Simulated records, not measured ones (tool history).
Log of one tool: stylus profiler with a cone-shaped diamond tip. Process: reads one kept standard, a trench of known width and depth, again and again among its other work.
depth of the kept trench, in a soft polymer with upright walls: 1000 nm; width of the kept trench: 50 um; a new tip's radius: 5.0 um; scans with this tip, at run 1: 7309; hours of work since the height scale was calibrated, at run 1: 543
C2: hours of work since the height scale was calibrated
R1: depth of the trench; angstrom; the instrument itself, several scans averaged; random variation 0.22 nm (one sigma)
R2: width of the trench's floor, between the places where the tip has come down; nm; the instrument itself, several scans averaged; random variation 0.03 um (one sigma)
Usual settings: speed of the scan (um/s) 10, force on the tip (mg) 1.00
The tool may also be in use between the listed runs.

{"run": 1, "day": 0.0, "speed of the scan (um/s)": 10, "force on the tip (mg)": 1.0, "scans with this tip": 7309, "C2": 543, "R1": 10031.1, "R2": 43110}
{"run": 2, "day": 1.992, "speed of the scan (um/s)": 10, "force on the tip (mg)": 1.0, "scans with this tip": 7677, "C2": 570, "R1": 10026.1, "R2": 43060}
{"run": 3, "day": 4.425, "speed of the scan (um/s)": 10, "force on the tip (mg)": 1.0, "scans with this tip": 8126, "C2": 603, "R1": 10029.9, "R2": 43050}
{"run": 4, "day": 7.004, "speed of the scan (um/s)": 10, "force on the tip (mg)": 1.0, "scans with this tip": 8602, "C2": 638, "R1": 10029.5, "R2": 42940}
{"run": 5, "day": 9.254, "speed of the scan (um/s)": 10, "force on the tip (mg)": 1.0, "scans with this tip": 9017, "C2": 669, "R1": 10027.3, "R2": 42920}
{"run": 6, "day": 11.496, "speed of the scan (um/s)": 10, "force on the tip (mg)": 1.0, "scans with this tip": 9430, "C2": 700, "R1": 10026.6, "R2": 42910}
{"run": 7, "day": 14.254, "speed of the scan (um/s)": 10, "force on the tip (mg)": 1.0, "scans with this tip": 9940, "C2": 738, "R1": 10021.8, "R2": 42810}
{"run": 8, "day": 16.875, "speed of the scan (um/s)": 10, "force on the tip (mg)": 2.77, "scans with this tip": 10423, "C2": 774, "R1": 10068.4, "R2": 42850}
{"run": 9, "day": 18.638, "speed of the scan (um/s)": 3, "force on the tip (mg)": 1.0, "scans with this tip": 10748, "C2": 798, "R1": 10022.6, "R2": 42800}
{"run": 10, "day": 20.321, "speed of the scan (um/s)": 22, "force on the tip (mg)": 1.0, "scans with this tip": 11059, "C2": 821, "R1": 10028.4, "R2": 42710}
{"run": 11, "day": 21.654, "speed of the scan (um/s)": 22, "force on the tip (mg)": 1.0, "scans with this tip": 11305, "C2": 839, "R1": 10026.0, "R2": 42750}
{"run": 12, "day": 23.808, "speed of the scan (um/s)": 2, "force on the tip (mg)": 1.0, "scans with this tip": 11702, "C2": 869, "R1": 10024.8, "R2": 42770}
{"run": 13, "day": 25.892, "speed of the scan (um/s)": 2, "force on the tip (mg)": 1.0, "scans with this tip": 12087, "C2": 897, "R1": 10020.5, "R2": 42670}
{"run": 14, "day": 27.012, "speed of the scan (um/s)": 2, "force on the tip (mg)": 1.0, "scans with this tip": 12294, "C2": 913, "R1": 10021.2, "R2": 42710}
{"day": 27.154, "done": "height scale calibrated on a step standard"}
{"run": 15, "day": 28.575, "speed of the scan (um/s)": 2, "force on the tip (mg)": 1.0, "scans with this tip": 12578, "C2": 19, "R1": 10016.6, "R2": 42700}
{"run": 16, "day": 30.333, "speed of the scan (um/s)": 2, "force on the tip (mg)": 0.66, "scans with this tip": 12902, "C2": 44, "R1": 10009.2, "R2": 42670}
{"run": 17, "day": 32.112, "speed of the scan (um/s)": 2, "force on the tip (mg)": 0.66, "scans with this tip": 13231, "C2": 68, "R1": 10008.8, "R2": 42600}
{"run": 18, "day": 34.662, "speed of the scan (um/s)": 10, "force on the tip (mg)": 1.0, "scans with this tip": 13701, "C2": 103, "R1": 10017.9, "R2": 42560}
{"run": 19, "day": 37.329, "speed of the scan (um/s)": 5, "force on the tip (mg)": 1.0, "scans with this tip": 14194, "C2": 139, "R1": 10018.0, "R2": 42430}
{"run": 20, "day": 39.571, "speed of the scan (um/s)": 5, "force on the tip (mg)": 1.0, "scans with this tip": 14607, "C2": 170, "R1": 10010.6, "R2": 42520}
{"run": 21, "day": 41.804, "speed of the scan (um/s)": 5, "force on the tip (mg)": 1.0, "scans with this tip": 15019, "C2": 201, "R1": 10017.4, "R2": 42460}
{"day": 42.746, "done": "height scale calibrated on a step standard, once more"}
{"run": 22, "day": 44.525, "speed of the scan (um/s)": 5, "force on the tip (mg)": 1.48, "scans with this tip": 15517, "C2": 24, "R1": 10051.0, "R2": 42400}
{"run": 23, "day": 47.112, "speed of the scan (um/s)": 5, "force on the tip (mg)": 1.54, "scans with this tip": 15995, "C2": 60, "R1": 10055.7, "R2": 42350}
{"run": 24, "day": 48.95, "speed of the scan (um/s)": 18, "force on the tip (mg)": 1.0, "scans with this tip": 16334, "C2": 85, "R1": 10039.8, "R2": 42310}
{"run": 25, "day": 50.617, "speed of the scan (um/s)": 18, "force on the tip (mg)": 1.0, "scans with this tip": 16642, "C2": 108, "R1": 10039.2, "R2": 42270}
{"run": 26, "day": 52.508, "speed of the scan (um/s)": 18, "force on the tip (mg)": 1.02, "scans with this tip": 16991, "C2": 134, "R1": 10039.2, "R2": 42250}
{"run": 27, "day": 53.933, "speed of the scan (um/s)": 10, "force on the tip (mg)": 0.53, "scans with this tip": 17253, "C2": 153, "R1": 10024.5, "R2": 42240}
{"run": 28, "day": 56.046, "speed of the scan (um/s)": 5, "force on the tip (mg)": 1.75, "scans with this tip": 17643, "C2": 182, "R1": 10056.4, "R2": 42220}
{"run": 29, "day": 58.371, "speed of the scan (um/s)": 5, "force on the tip (mg)": 1.75, "scans with this tip": 18072, "C2": 214, "R1": 10055.0, "R2": 42120}
{"run": 30, "day": 60.646, "speed of the scan (um/s)": 39, "force on the tip (mg)": 0.65, "scans with this tip": 18492, "C2": 245, "R1": 10024.9, "R2": 41940}
{"run": 31, "day": 62.333, "speed of the scan (um/s)": 8, "force on the tip (mg)": 1.51, "scans with this tip": 18804, "C2": 268, "R1": 10045.8, "R2": 42090}
{"run": 32, "day": 63.762, "speed of the scan (um/s)": 10, "force on the tip (mg)": 0.87, "scans with this tip": 19068, "C2": 288, "R1": 10028.8, "R2": 42050}
{"run": 33, "day": 64.888, "speed of the scan (um/s)": 2, "force on the tip (mg)": 0.56, "scans with this tip": 19275, "C2": 303, "R1": 10020.0, "R2": 42120}
{"run": 34, "day": 67.5, "speed of the scan (um/s)": 13, "force on the tip (mg)": 0.61, "scans with this tip": 19757, "C2": 339, "R1": 10022.3, "R2": 42000}
{"run": 35, "day": 70.008, "speed of the scan (um/s)": 13, "force on the tip (mg)": 0.41, "scans with this tip": 20220, "C2": 373, "R1": 10017.6, "R2": 41940}
{"run": 36, "day": 72.758, "speed of the scan (um/s)": 16, "force on the tip (mg)": 2.88, "scans with this tip": 20727, "C2": 411, "R1": 10069.7, "R2": 41900}
{"run": 37, "day": 74.496, "speed of the scan (um/s)": 5, "force on the tip (mg)": 0.4, "scans with this tip": 21048, "C2": 435, "R1": 10012.7, "R2": 41930}
{"run": 38, "day": 76.696, "speed of the scan (um/s)": 4, "force on the tip (mg)": 1.16, "scans with this tip": 21454, "C2": 465, "R1": 10030.0, "R2": 41840}
{"run": 39, "day": 77.825, "speed of the scan (um/s)": 4, "force on the tip (mg)": 1.16, "scans with this tip": 21662, "C2": 480, "R1": 10036.2, "R2": 41880}
{"run": 40, "day": 79.567, "speed of the scan (um/s)": 4, "force on the tip (mg)": 1.16, "scans with this tip": 21984, "C2": 504, "R1": 10033.2, "R2": 41910}
{"run": 41, "day": 82.292, "speed of the scan (um/s)": 3, "force on the tip (mg)": 0.9, "scans with this tip": 22487, "C2": 542, "R1": 10028.4, "R2": 41780}
{"run": 42, "day": 84.108, "speed of the scan (um/s)": 3, "force on the tip (mg)": 0.9, "scans with this tip": 22821, "C2": 567, "R1": 10026.5, "R2": 41810}
{"run": 43, "day": 85.588, "speed of the scan (um/s)": 2, "force on the tip (mg)": 1.25, "scans with this tip": 23094, "C2": 587, "R1": 10033.8, "R2": 41790}

4 ways to go on from here, each from the tool as it stands after run 43. What would each give?
{"run": "A", "day": 86.817, "speed of the scan (um/s)": 4, "force on the tip (mg)": 1.04, "scans with this tip": 23321, "C2": 604, "R1": "?", "R2": "?"}
{"run": "B", "day": 86.817, "speed of the scan (um/s)": 39, "force on the tip (mg)": 1.0, "scans with this tip": 23321, "C2": 604, "R1": "?", "R2": "?"}
{"run": "C", "day": 86.817, "speed of the scan (um/s)": 5, "force on the tip (mg)": 0.93, "scans with this tip": 23321, "C2": 604, "R1": "?", "R2": "?"}
{"run": "D", "day": 86.817, "speed of the scan (um/s)": 21, "force on the tip (mg)": 1.56, "scans with this tip": 23321, "C2": 604, "R1": "?", "R2": "?"}

run=A R1=10025.3 R2=41790
run=B R1=10027.8 R2=41630
run=C R1=10021.0 R2=41750
run=D R1=10041.2 R2=41660
Without the tool's hidden state the same runs would have given:
run=A R1=10039.1 R2=44010
run=B R1=10041.6 R2=43850
run=C R1=10034.9 R2=43970
run=D R1=10055.1 R2=43880
